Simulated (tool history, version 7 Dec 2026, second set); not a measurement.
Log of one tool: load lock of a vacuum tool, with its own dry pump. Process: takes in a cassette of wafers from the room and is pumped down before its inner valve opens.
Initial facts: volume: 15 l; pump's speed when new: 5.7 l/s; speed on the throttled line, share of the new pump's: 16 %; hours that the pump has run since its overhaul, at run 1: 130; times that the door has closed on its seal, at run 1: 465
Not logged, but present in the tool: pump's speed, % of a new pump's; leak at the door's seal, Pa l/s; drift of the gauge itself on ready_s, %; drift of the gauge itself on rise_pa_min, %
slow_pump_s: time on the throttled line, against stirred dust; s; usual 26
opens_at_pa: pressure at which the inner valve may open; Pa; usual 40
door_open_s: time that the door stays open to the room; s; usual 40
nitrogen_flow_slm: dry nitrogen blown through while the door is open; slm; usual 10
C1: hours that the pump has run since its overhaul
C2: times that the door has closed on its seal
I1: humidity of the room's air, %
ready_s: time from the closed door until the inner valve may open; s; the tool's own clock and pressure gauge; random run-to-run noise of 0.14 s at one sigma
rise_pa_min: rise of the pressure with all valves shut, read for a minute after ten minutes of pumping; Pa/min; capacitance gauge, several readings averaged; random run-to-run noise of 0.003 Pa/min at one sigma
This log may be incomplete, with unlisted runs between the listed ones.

Run 1, hour 0: usual settings; C1 130; C2 465; I1 49.9. Result: ready_s 42.5 s, rise_pa_min 0.025 Pa/min.
Run 2, hour 140.1: usual settings but door_open_s 25 s; C1 270; C2 968; I1 42.7. Result: ready_s 42.4 s, rise_pa_min 0.013 Pa/min.
Run 3, hour 223.9: usual settings but slow_pump_s 32 s; C1 354; C2 1268; I1 44.4. Result: ready_s 47.9 s, rise_pa_min 0.027 Pa/min.
Run 4, hour 347.6: usual settings but slow_pump_s 32 s, opens_at_pa 39 Pa; C1 477; C2 1711; I1 45.7. Result: ready_s 47.6 s, rise_pa_min 0.027 Pa/min.
Run 5, hour 412.9: usual settings but slow_pump_s 32 s, opens_at_pa 39 Pa; C1 543; C2 1946; I1 45.6. Result: ready_s 47.8 s, rise_pa_min 0.031 Pa/min.
Run 6, hour 546.7: usual settings but slow_pump_s 16 s, opens_at_pa 39 Pa; C1 676; C2 2425; I1 46.3. Result: ready_s 34.5 s, rise_pa_min 0.025 Pa/min.
Run 7, hour 637.1: usual settings; C1 767; C2 2749; I1 40.5. Result: ready_s 42.6 s, rise_pa_min 0.03 Pa/min.
Run 8, hour 713.2: usual settings; C1 843; C2 3022; I1 48.3. Result: ready_s 42.5 s, rise_pa_min 0.026 Pa/min.
Run 9, hour 836.7: usual settings; C1 966; C2 3465; I1 41.5. Result: ready_s 42.6 s, rise_pa_min 0.018 Pa/min.
Run 10, hour 905: usual settings; C1 1035; C2 3710; I1 42. Result: ready_s 42.4 s, rise_pa_min 0.02 Pa/min.
Run 11, hour 1032: usual settings; C1 1162; C2 4165; I1 43.4. Result: ready_s 42.4 s, rise_pa_min 0.02 Pa/min.
Run 12, hour 1137.8: usual settings; C1 1267; C2 4545; I1 40. Result: ready_s 42.6 s, rise_pa_min 0.026 Pa/min.
Run 13, hour 1256: usual settings; C1 1386; C2 4969; I1 45.4. Result: ready_s 42.6 s, rise_pa_min 0.021 Pa/min.
Run 14, hour 1374: usual settings but opens_at_pa 32 Pa; C1 1504; C2 5392; I1 45.8. Result: ready_s 43.2 s, rise_pa_min 0.028 Pa/min.
Run 15, hour 1495.2: usual settings but door_open_s 115 s; C1 1625; C2 5826; I1 44.5. Result: ready_s 42.5 s, rise_pa_min 0.032 Pa/min.
Run 16, hour 1567.9: usual settings; C1 1698; C2 6087; I1 43.4. Result: ready_s 42.7 s, rise_pa_min 0.02 Pa/min.
Run 17, hour 1662: usual settings; C1 1792; C2 6424; I1 45.5. Result: ready_s 42.4 s, rise_pa_min 0.024 Pa/min.
Run 18, hour 1770.6: usual settings; C1 1900; C2 6814; I1 44.7. Result: ready_s 42.5 s, rise_pa_min 0.022 Pa/min.
Run 19, hour 1883: usual settings; C1 2013; C2 7217; I1 46.2. Result: ready_s 42.6 s, rise_pa_min 0.025 Pa/min.
Run 20, hour 2029: usual settings but slow_pump_s 28 s, door_open_s 124 s; C1 2159; C2 7740; I1 46.8. Result: ready_s 44.4 s, rise_pa_min 0.04 Pa/min.
Run 21, hour 2122.7: usual settings but slow_pump_s 28 s, door_open_s 124 s; C1 2252; C2 8076; I1 45.7. Result: ready_s 44.2 s, rise_pa_min 0.039 Pa/min.
Run 22, hour 2224.4: usual settings but door_open_s 237 s, nitrogen_flow_slm 17 slm; C1 2354; C2 8441; I1 47. Result: ready_s 42.7 s, rise_pa_min 0.041 Pa/min.
Run 23, hour 2367.7: usual settings but door_open_s 92 s; C1 2497; C2 8955; I1 46.7. Result: ready_s 42.6 s, rise_pa_min 0.031 Pa/min.
Run 24, hour 2498.4: usual settings but slow_pump_s 13 s, opens_at_pa 67 Pa, nitrogen_flow_slm 27 slm; C1 2628; C2 9423; I1 43.1. Result: ready_s 30.1 s, rise_pa_min 0.017 Pa/min.
Run 25, hour 2626: usual settings but slow_pump_s 13 s, opens_at_pa 64 Pa, door_open_s 145 s, nitrogen_flow_slm 5 slm; C1 2756; C2 9881; I1 45.2. Result: ready_s 30.3 s, rise_pa_min 0.045 Pa/min.
Run 26, hour 2737.3: usual settings but slow_pump_s 13 s, opens_at_pa 64 Pa, door_open_s 145 s, nitrogen_flow_slm 5 slm; C1 2867; C2 10280; I1 45.8. Result: ready_s 30.4 s, rise_pa_min 0.049 Pa/min.
Run 27, hour 2808: usual settings but slow_pump_s 13 s, opens_at_pa 64 Pa, door_open_s 145 s, nitrogen_flow_slm 5 slm; C1 2938; C2 10533; I1 45.5. Result: ready_s 30.3 s, rise_pa_min 0.045 Pa/min.
Run 28, hour 2945: usual settings but slow_pump_s 13 s, opens_at_pa 64 Pa, door_open_s 145 s, nitrogen_flow_slm 5 slm; C1 3075; C2 11025; I1 47.3. Result: ready_s 30.4 s, rise_pa_min 0.058 Pa/min.
Run 29, hour 3059.8: usual settings but slow_pump_s 13 s, opens_at_pa 64 Pa, door_open_s 145 s, nitrogen_flow_slm 5 slm; C1 3189; C2 11436; I1 50.1. Result: ready_s 30.2 s, rise_pa_min 0.058 Pa/min.
Run 30, hour 3199.4: usual settings but slow_pump_s 13 s, opens_at_pa 64 Pa, door_open_s 145 s, nitrogen_flow_slm 5 slm; C1 3329; C2 11937; I1 45.1. Result: ready_s 30.3 s, rise_pa_min 0.053 Pa/min.
Run 31, hour 3334: usual settings but slow_pump_s 13 s, opens_at_pa 64 Pa, door_open_s 145 s, nitrogen_flow_slm 5 slm; C1 3464; C2 12419; I1 45.6. Result: ready_s 30.5 s, rise_pa_min 0.049 Pa/min.
Run 32, hour 3398.3: usual settings but opens_at_pa 31 Pa, door_open_s 126 s, nitrogen_flow_slm 6 slm; C1 3528; C2 12650; I1 46. Result: ready_s 43.1 s, rise_pa_min 0.049 Pa/min.
Run 33, hour 3460.6: usual settings but slow_pump_s 44 s, opens_at_pa 38 Pa, door_open_s 32 s, nitrogen_flow_slm 14 slm; C1 3590; C2 12873; I1 43. Result: ready_s 57.9 s, rise_pa_min 0.013 Pa/min.
Run 34, hour 3544.1: usual settings but slow_pump_s 34 s, door_open_s 182 s; C1 3674; C2 13173; I1 43.8. Result: ready_s 49.3 s, rise_pa_min 0.042 Pa/min.
Run 35, hour 3676.2: usual settings but slow_pump_s 34 s, door_open_s 182 s; C1 3806; C2 13646; I1 44.8. Result: ready_s 49.3 s, rise_pa_min 0.04 Pa/min.
Run 36, hour 3756.4: usual settings but slow_pump_s 52 s, door_open_s 97 s; C1 3886; C2 13934; I1 47.8. Result: ready_s 64.5 s, rise_pa_min 0.037 Pa/min.

Each row is a separate what-if for the run after 36, all from the same tool condition, not one after another. Results?
Run A, hour 3897.2: usual settings but slow_pump_s 51 s, opens_at_pa 58 Pa, door_open_s 97 s, nitrogen_flow_slm 9 slm; C1 4027; C2 14439; I1 44.4. Result: ready_s ?, rise_pa_min ?.
Run B, hour 3897.2: usual settings but slow_pump_s 16 s, nitrogen_flow_slm 5 slm; C1 4027; C2 14439; I1 44.8. Result: ready_s ?, rise_pa_min ?.
Run C, hour 3897.2: usual settings but slow_pump_s 27 s, opens_at_pa 65 Pa, door_open_s 97 s, nitrogen_flow_slm 15 slm; C1 4027; C2 14439; I1 42.7. Result: ready_s ?, rise_pa_min ?.
Run D, hour 3897.2: usual settings but slow_pump_s 19 s, opens_at_pa 59 Pa, door_open_s 97 s, nitrogen_flow_slm 27 slm; C1 4027; C2 14439; I1 46.5. Result: ready_s ?, rise_pa_min ?.

run  ready_s  rise_pa_min
  A     62.5        0.034
  B     34.1        0.028
  C     42.3        0.031
  D     35.5         0.02
With the hidden condition removed and each run's random variation left untouched, the same runs would have given:
run  ready_s  rise_pa_min
  A     62.5        0.034
  B     34.1        0.028
  C     42.3        0.031
  D     35.5        0.019

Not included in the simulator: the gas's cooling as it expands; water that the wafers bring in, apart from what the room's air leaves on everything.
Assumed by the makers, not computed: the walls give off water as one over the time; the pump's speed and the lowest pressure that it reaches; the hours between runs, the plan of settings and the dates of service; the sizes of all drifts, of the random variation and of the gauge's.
